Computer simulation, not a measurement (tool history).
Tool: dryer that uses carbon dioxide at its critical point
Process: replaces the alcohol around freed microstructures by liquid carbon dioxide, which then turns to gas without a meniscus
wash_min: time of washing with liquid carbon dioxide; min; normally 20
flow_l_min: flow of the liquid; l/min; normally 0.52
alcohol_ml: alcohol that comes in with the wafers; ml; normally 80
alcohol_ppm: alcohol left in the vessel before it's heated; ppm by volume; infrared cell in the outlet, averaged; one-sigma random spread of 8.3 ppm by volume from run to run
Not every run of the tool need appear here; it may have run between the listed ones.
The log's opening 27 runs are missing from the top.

run	day	wash_min	flow_l_min	alcohol_ml	alcohol_ppm
28	22.208	17	0.374	104	3999
29	22.912	24	0.792	76	58
30	23.783	24	0.792	76	60
31	24.788	17	0.691	45	210
32	25.767	23	0.825	29	55
33	26.392	24	0.742	28	62
34	27.304	19	0.312	68	3282
35	28.017	19	0.312	68	3491

Alternative continuations, all from the tool just after run 35; predict every row:
A	28.621	20	0.52	98	?
B	28.621	28	0.52	40	?
C	28.621	20	0.695	89	?
D	28.621	12	0.8	68	?

run	alcohol_ppm
A	774
B	102
C	208
D	684
The same runs, with their run-to-run variation unchanged, on a tool lacking any hidden condition would have given:
run	alcohol_ppm
A	525
B	35
C	108
D	469
